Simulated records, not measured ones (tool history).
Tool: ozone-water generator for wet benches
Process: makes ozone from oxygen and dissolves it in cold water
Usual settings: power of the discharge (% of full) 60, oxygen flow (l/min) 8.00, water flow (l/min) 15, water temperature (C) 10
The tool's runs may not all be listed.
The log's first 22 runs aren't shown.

run     day  power of the discharge (% of full)  oxygen flow (l/min)  water flow (l/min)  water temperature (C)  hours of work since the electrodes were changed  hours of work since the contactor was cleaned  hours of work since the thermometer was calibrated  dissolved ozone (ppm)  ozone in the gas ahead of the water (g/m3)
 23  46.117                                  60                 8.00                  15                     14                                             3260                                           8039                                                2748                   29.6                                       168.6
 24  47.679                                  51                 8.00                  16                     13                                             3293                                           8072                                                2781                   24.5                                       143.1
 25  49.850                                  47                11.61                  16                     13                                             3339                                           8118                                                2827                   21.4                                       110.3
 26  52.100                                  55                12.13                  11                      7                                             3387                                           8166                                                2875                   34.2                                       123.8
 27  54.625                                  50                10.24                  18                     15                                             3441                                           8219                                                2929                   20.3                                       124.5
 28  56.162                                  60                 8.00                  15                     10                                             3473                                           8252                                                2961                   31.7                                       170.0
 29  58.342                                  60                 6.42                  15                     10                                             3519                                           8298                                                3007                   32.0                                       192.8
 30  61.029                                  60                 6.42                  15                     10                                             3576                                           8355                                                3064                   31.8                                       192.9
 31  63.712                                  60                 6.42                  15                     10                                             3633                                           8412                                                3121                   31.9                                       192.9
 32  65.512                                  60                 6.42                  15                     10                                             3672                                           8450                                                3160                   31.8                                       192.8
 33  68.342                                  84                 6.42                  15                     13                                             3732                                           8510                                                3220                   42.0                                       265.9

4 ways to go on from here, each from the tool as it stands after run 33. What would each give?
  A  70.200                                  84                 6.42                  12                     13                                             3771                                           8550                                                3259                      ?                                           ?
  B  70.200                                  60                 8.00                  13                     10                                             3771                                           8550                                                3259                      ?                                           ?
  C  70.200                                  93                 5.99                  18                     10                                             3771                                           8550                                                3259                      ?                                           ?
  D  70.200                                  60                10.28                  11                     10                                             3771                                           8550                                                3259                      ?                                           ?

run  dissolved ozone (ppm)  ozone in the gas ahead of the water (g/m3)
  A                   48.9                                       264.3
  B                   34.8                                       171.4
  C                   41.9                                       304.3
  D                   36.0                                       151.2
Without the tool's hidden state the same runs would have given:
run  dissolved ozone (ppm)  ozone in the gas ahead of the water (g/m3)
  A                   48.9                                       253.9
  B                   34.8                                       164.5
  C                   41.9                                       292.2
  D                   36.1                                       145.2
